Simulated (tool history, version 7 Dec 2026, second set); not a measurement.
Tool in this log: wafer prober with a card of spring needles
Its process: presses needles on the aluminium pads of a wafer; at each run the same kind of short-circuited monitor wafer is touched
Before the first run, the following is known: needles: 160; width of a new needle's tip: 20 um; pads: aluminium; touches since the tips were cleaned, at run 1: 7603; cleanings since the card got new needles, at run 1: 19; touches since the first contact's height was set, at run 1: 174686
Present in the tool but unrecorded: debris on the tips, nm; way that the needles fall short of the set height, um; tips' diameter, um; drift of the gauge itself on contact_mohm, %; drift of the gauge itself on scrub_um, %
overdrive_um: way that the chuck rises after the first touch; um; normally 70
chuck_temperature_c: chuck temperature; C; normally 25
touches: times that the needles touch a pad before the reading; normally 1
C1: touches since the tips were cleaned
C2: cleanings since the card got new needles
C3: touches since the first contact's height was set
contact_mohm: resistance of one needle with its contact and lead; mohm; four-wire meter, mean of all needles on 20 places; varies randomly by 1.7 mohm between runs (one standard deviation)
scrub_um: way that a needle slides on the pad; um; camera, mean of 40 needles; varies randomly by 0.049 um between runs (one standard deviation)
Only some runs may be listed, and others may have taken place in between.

Run 1, hour 0: usual settings; C1 7603; C2 19; C3 174686. Result: contact_mohm 178 mohm, scrub_um 12.42 um.
At hour 5.3: tips cleaned on abrasive film.
At hour 31.7: tips cleaned on abrasive film.
At hour 57.7: tips cleaned on abrasive film.
Run 2, hour 78.3: usual settings but chuck_temperature_c 57 C; C1 7666; C2 22; C3 203636. Result: contact_mohm 181 mohm, scrub_um 12.52 um.
At hour 83.4: tips cleaned on abrasive film.
At hour 94.4: height of the first contact set anew.
At hour 109.9: tips cleaned on abrasive film.
At hour 131.4: tips cleaned on abrasive film.
Run 3, hour 135: usual settings but chuck_temperature_c 57 C; C1 1363; C2 25; C3 15000. Result: contact_mohm 184 mohm, scrub_um 12.38 um.
At hour 155.4: tips cleaned on abrasive film.
At hour 181.5: tips cleaned on abrasive film.
At hour 207.4: tips cleaned on abrasive film.
At hour 228.8: tips cleaned on abrasive film.
Run 4, hour 230.1: usual settings; C1 455; C2 29; C3 50105. Result: contact_mohm 179 mohm, scrub_um 12.52 um.
At hour 251.5: tips cleaned on abrasive film.
At hour 272.9: tips cleaned on abrasive film.
At hour 294.3: tips cleaned on abrasive film.
At hour 320: tips cleaned on abrasive film.
Run 5, hour 327.9: usual settings; C1 2949; C2 33; C3 86244. Result: contact_mohm 174 mohm, scrub_um 12.49 um.
At hour 342.8: tips cleaned on abrasive film.
At hour 364.2: tips cleaned on abrasive film.
At hour 390: tips cleaned on abrasive film.
At hour 415.9: tips cleaned on abrasive film.
Run 6, hour 429.2: usual settings; C1 4912; C2 37; C3 123653. Result: contact_mohm 176 mohm, scrub_um 12.44 um.
At hour 438.7: tips cleaned on abrasive film.
At hour 463.5: tips cleaned on abrasive film.
At hour 489.6: tips cleaned on abrasive film.
At hour 515.9: tips cleaned on abrasive film.
Run 7, hour 517.4: usual settings; C1 534; C2 41; C3 156223. Result: contact_mohm 177 mohm, scrub_um 12.59 um.
At hour 538.2: tips cleaned on abrasive film.
At hour 559.6: tips cleaned on abrasive film.
Run 8, hour 578.7: usual settings; C1 7073; C2 43; C3 178902. Result: contact_mohm 175 mohm, scrub_um 12.48 um.
At hour 584.1: tips cleaned on abrasive film.
At hour 610.9: tips cleaned on abrasive film.
Run 9, hour 626.8: usual settings but overdrive_um 59 um, chuck_temperature_c 37 C, touches 2; C1 5911; C2 45; C3 196672. Result: contact_mohm 182 mohm, scrub_um 10.6 um.
At hour 637.6: tips cleaned on abrasive film.
At hour 663.2: tips cleaned on abrasive film.
At hour 663.5: height of the first contact set anew.
Run 10, hour 672.6: usual settings but overdrive_um 74 um; C1 3363; C2 47; C3 3363. Result: contact_mohm 177 mohm, scrub_um 13.27 um.
At hour 688.7: tips cleaned on abrasive film.
At hour 713.2: tips cleaned on abrasive film.
At hour 738.8: tips cleaned on abrasive film.
Run 11, hour 741.7: usual settings but overdrive_um 74 um, touches 3; C1 1069; C2 50; C3 28898. Result: contact_mohm 175 mohm, scrub_um 13.21 um.
At hour 761.9: tips cleaned on abrasive film.
At hour 788.6: tips cleaned on abrasive film.
At hour 815.2: tips cleaned on abrasive film.
Run 12, hour 822.8: usual settings but overdrive_um 53 um; C1 2838; C2 53; C3 58877. Result: contact_mohm 183 mohm, scrub_um 9.53 um.
At hour 838.9: tips cleaned on abrasive film.
At hour 864.3: tips cleaned on abrasive film.
At hour 885.7: tips cleaned on abrasive film.
At hour 911.1: tips cleaned on abrasive film.
Run 13, hour 912.6: usual settings but overdrive_um 83 um; C1 550; C2 57; C3 92027. Result: contact_mohm 173 mohm, scrub_um 14.8 um.
At hour 932.6: tips cleaned on abrasive film.
At hour 954: tips cleaned on abrasive film.
At hour 979.7: tips cleaned on abrasive film.
Run 14, hour 999.5: usual settings but overdrive_um 83 um; C1 7340; C2 60; C3 124147. Result: contact_mohm 172 mohm, scrub_um 14.87 um.

Hidden state or all else? Some run-to-run changes of scrub_um, split into what the settings, what came in and random variation would give without the hidden state, and what is left for the hidden state (with any gauge scatter that isn't in both results):
Run 12 -> 13: overdrive_um 53 -> 83, tips cleaned on abrasive film, tips cleaned on abrasive film, tips cleaned on abrasive film, tips cleaned on abrasive film. scrub_um +5.27 um: hidden state +0.05, all else +5.22.

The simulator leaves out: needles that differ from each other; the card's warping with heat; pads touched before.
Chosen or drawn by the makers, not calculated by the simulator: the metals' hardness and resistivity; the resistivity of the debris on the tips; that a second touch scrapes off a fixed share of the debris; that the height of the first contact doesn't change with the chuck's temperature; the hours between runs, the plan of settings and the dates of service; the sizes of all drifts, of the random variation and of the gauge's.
